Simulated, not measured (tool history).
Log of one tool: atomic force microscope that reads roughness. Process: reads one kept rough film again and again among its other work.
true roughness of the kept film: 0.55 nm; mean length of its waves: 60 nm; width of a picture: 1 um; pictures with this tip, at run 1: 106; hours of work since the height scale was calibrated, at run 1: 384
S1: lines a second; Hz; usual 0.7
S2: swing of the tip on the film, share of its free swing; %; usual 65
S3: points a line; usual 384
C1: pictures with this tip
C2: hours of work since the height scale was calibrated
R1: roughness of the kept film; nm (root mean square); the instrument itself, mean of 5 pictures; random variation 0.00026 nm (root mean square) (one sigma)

Run 1, hour 0: usual settings; C1 106; C2 384. Result: R1 0.5345 nm (root mean square).
Run 2, hour 13.4: usual settings; C1 122; C2 393. Result: R1 0.5339 nm (root mean square).
Run 3, hour 29.3: usual settings; C1 142; C2 404. Result: R1 0.5332 nm (root mean square).
Run 4, hour 42: usual settings; C1 158; C2 412. Result: R1 0.5327 nm (root mean square).
At hour 57.3: new tip fitted.
Run 5, hour 59.2: usual settings; C1 2; C2 423. Result: R1 0.5377 nm (root mean square).
Run 6, hour 76: usual settings; C1 23; C2 435. Result: R1 0.5368 nm (root mean square).
Run 7, hour 91: usual settings; C1 42; C2 444. Result: R1 0.536 nm (root mean square).
Run 8, hour 107.5: usual settings; C1 63; C2 455. Result: R1 0.5352 nm (root mean square).
Run 9, hour 123: usual settings but S3 333; C1 82; C2 466. Result: R1 0.5351 nm (root mean square).
Run 10, hour 137.3: usual settings but S3 333; C1 100; C2 475. Result: R1 0.5345 nm (root mean square).
Run 11, hour 148.4: usual settings but S1 1.121 Hz, S2 57 %, S3 333; C1 114; C2 482. Result: R1 0.5344 nm (root mean square).
Run 12, hour 157.1: usual settings but S1 1.867 Hz, S2 57 %, S3 404; C1 125; C2 488. Result: R1 0.5287 nm (root mean square).
Run 13, hour 166.9: usual settings but S1 1.867 Hz, S2 57 %, S3 404; C1 138; C2 495. Result: R1 0.5285 nm (root mean square).
Run 14, hour 182.1: usual settings but S2 61 %, S3 554; C1 156; C2 505. Result: R1 0.5358 nm (root mean square).
Run 15, hour 192.8: usual settings but S2 61 %, S3 554; C1 170; C2 512. Result: R1 0.5356 nm (root mean square).
At hour 199.6: new tip fitted.
Run 16, hour 202.8: usual settings but S1 2.904 Hz, S2 80 %, S3 766; C1 4; C2 518. Result: R1 0.4676 nm (root mean square).
Run 17, hour 211.5: usual settings but S1 0.535 Hz, S2 58 %; C1 15; C2 524. Result: R1 0.5425 nm (root mean square).

How the hidden state differs across the entries between the runs, from the last listed run before each to the first after it:
Between runs 4 and 5: new tip fitted (hour 57.3)
  radius of the tip, nm: 23.8 -> 11.1; height scale over the true one, %: 0.31 -> 0.32
  measured less the result without the state, R1: -0.0027 -> +0.0014 nm (root mean square)
Between runs 15 and 16: new tip fitted (hour 199.6)
  radius of the tip, nm: 25.6 -> 10.9; height scale over the true one, %: 0.39 -> 0.4
  measured less the result without the state, R1: -0.0029 -> +0.0017 nm (root mean square)
